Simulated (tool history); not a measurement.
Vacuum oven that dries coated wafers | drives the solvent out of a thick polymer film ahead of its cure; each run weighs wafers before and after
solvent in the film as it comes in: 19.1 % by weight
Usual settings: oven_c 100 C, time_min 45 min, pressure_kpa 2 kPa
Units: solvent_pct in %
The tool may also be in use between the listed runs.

run,day,oven_c,time_min,pressure_kpa,solvent_pct
1,0,100,45,2,5.65
2,0.712,100,45,2,5.55
3,1.525,100,45,2,5.6
4,2.088,100,45,2,5.49
5,2.867,100,56,2,4.67
6,3.446,100,56,2,4.65
7,3.896,100,76,2,3.54
8,4.358,100,61,2,4.37
9,4.8,100,61,2,4.38
10,5.562,100,45,1.92,5.5
11,6.279,94,45,2,8.03
12,6.717,101,45,2,5.09
13,7.425,101,31,2,6.95
14,8.217,101,31,2,6.84
15,8.85,101,31,2,7.1
16,9.688,100,35,2,6.72
17,10.296,100,32,2,7.14
18,10.712,100,27,2,8.07
19,11.617,100,27,2,8.05
20,12.371,90,45,2,9.73
21,13.2,99,45,2,5.94
22,13.842,99,45,2,5.92
23,14.192,99,45,2,5.87
24,14.625,89,45,2,10.22
25,15.262,100,35,2,6.83
26,15.896,100,35,2,6.8
27,16.296,85,37,2.52,12.96
28,16.829,85,37,2.52,13.14
29,17.492,111,33,2,3.07
30,18.171,111,33,1.3,2.54
31,18.925,111,33,1.3,2.68
32,19.35,111,33,1.3,2.68
33,19.904,111,33,1.3,2.57
34,20.467,111,25,2.45,4.47
35,20.958,108,47,5.63,5.76
36,21.767,109,23,6.14,8.15
37,22.254,93,23,1.32,10.87
38,22.708,109,29,1.78,4.16
39,23.45,109,40,1.78,2.94
40,24.138,109,40,1.78,2.8
41,24.571,100,49,2,5.28
42,25.388,100,65,2,4.2
43,25.812,87,45,4.02,13.05
44,26.392,100,30,7.44,11.84
45,27.221,100,30,7.44,11.95
46,27.788,100,45,3.4,6.9

Taken out of this log: 2 entries between the listed runs. Where each belongs, and how the hidden state differs across it:
Between runs 18 and 19: oven's thermocouples calibrated (day 10.871)
  true wafer temperature over the reading, C: 0.13 -> 0.18; true pressure over the reading, kPa: 0.094 -> 0.099
  measured less the result without the state, solvent_pct: +0.01 -> +0 %
Between runs 25 and 26: oven's thermocouples calibrated, once more (day 15.396)
  true wafer temperature over the reading, C: 0.25 -> 0.14; true pressure over the reading, kPa: 0.117 -> 0.12
  measured less the result without the state, solvent_pct: +0 -> +0.05 %

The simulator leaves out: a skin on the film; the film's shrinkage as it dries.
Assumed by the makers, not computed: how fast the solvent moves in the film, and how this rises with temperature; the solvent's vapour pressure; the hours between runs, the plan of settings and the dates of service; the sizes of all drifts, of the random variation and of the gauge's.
